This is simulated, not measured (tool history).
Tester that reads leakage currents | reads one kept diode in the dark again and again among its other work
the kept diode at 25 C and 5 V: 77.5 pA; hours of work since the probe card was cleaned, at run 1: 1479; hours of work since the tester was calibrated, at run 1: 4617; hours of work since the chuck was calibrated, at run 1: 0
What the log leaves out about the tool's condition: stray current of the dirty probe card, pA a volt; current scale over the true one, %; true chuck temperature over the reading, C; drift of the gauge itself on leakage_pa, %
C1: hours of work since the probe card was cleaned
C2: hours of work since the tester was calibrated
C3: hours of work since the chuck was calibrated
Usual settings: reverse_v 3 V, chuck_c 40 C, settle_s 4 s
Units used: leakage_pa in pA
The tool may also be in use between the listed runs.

Run 1, hour 0: usual settings; C1 1479; C2 4617; C3 0. Result: leakage_pa 173.99 pA.
Run 2, hour 136.6: usual settings; C1 1563; C2 4701; C3 84. Result: leakage_pa 171.05 pA.
Run 3, hour 359.1: usual settings; C1 1701; C2 4838; C3 222. Result: leakage_pa 165.38 pA.
At hour 485: probe card cleaned and baked.
Run 4, hour 487.2: usual settings; C1 1; C2 4916; C3 299. Result: leakage_pa 163.5 pA.
Run 5, hour 611.7: usual settings; C1 78; C2 4993; C3 376. Result: leakage_pa 161.32 pA.
Run 6, hour 740: usual settings; C1 158; C2 5072; C3 455. Result: leakage_pa 157.26 pA.
Run 7, hour 922.5: usual settings but reverse_v 3.09 V; C1 270; C2 5185; C3 568. Result: leakage_pa 156 pA.
At hour 958.5: chuck's temperature calibrated.
Run 8, hour 1128.8: usual settings but reverse_v 3.09 V; C1 396; C2 5311; C3 105. Result: leakage_pa 174.93 pA.
At hour 1159.9: probe card cleaned and baked, once more.
Run 9, hour 1341.9: usual settings but reverse_v 3.09 V; C1 112; C2 5441; C3 235. Result: leakage_pa 166.06 pA.
Run 10, hour 1442.7: usual settings but reverse_v 3.09 V; C1 175; C2 5503; C3 297. Result: leakage_pa 164.91 pA.
Run 11, hour 1667.1: usual settings but reverse_v 3.09 V; C1 313; C2 5642; C3 436. Result: leakage_pa 159.81 pA.
Run 12, hour 1801.3: usual settings but reverse_v 3.09 V; C1 396; C2 5725; C3 519. Result: leakage_pa 156.05 pA.
At hour 1919.6: chuck's temperature calibrated.
Run 13, hour 2022.6: usual settings but reverse_v 3.09 V; C1 532; C2 5860; C3 64. Result: leakage_pa 174.62 pA.
At hour 2208.4: tester calibrated.
Run 14, hour 2222.2: usual settings but chuck_c 35 C; C1 654; C2 8; C3 186. Result: leakage_pa 117.5 pA.
Run 15, hour 2315.9: usual settings but chuck_c 35 C; C1 712; C2 66; C3 244. Result: leakage_pa 115.83 pA.
Run 16, hour 2504.7: usual settings but reverse_v 2.33 V; C1 828; C2 183; C3 360. Result: leakage_pa 137.88 pA.
Run 17, hour 2632.4: usual settings but chuck_c 59 C; C1 907; C2 262; C3 439. Result: leakage_pa 526.51 pA.
Run 18, hour 2843.8: usual settings but chuck_c 59 C; C1 1038; C2 393; C3 570. Result: leakage_pa 512.63 pA.
At hour 2877.4: chuck's temperature calibrated.
Run 19, hour 3018.4: usual settings but chuck_c 59 C; C1 1145; C2 499; C3 87. Result: leakage_pa 574.09 pA.

Estimate the outcome of run 20 from the log above:
Run 20, hour 3205.9: usual settings but settle_s 0.89 s; C1 1260; C2 615; C3 203. Result: leakage_pa ?.

leakage_pa: 166.79 pA
Without the tool's hidden state the same run would have given leakage_pa 171.34 pA.
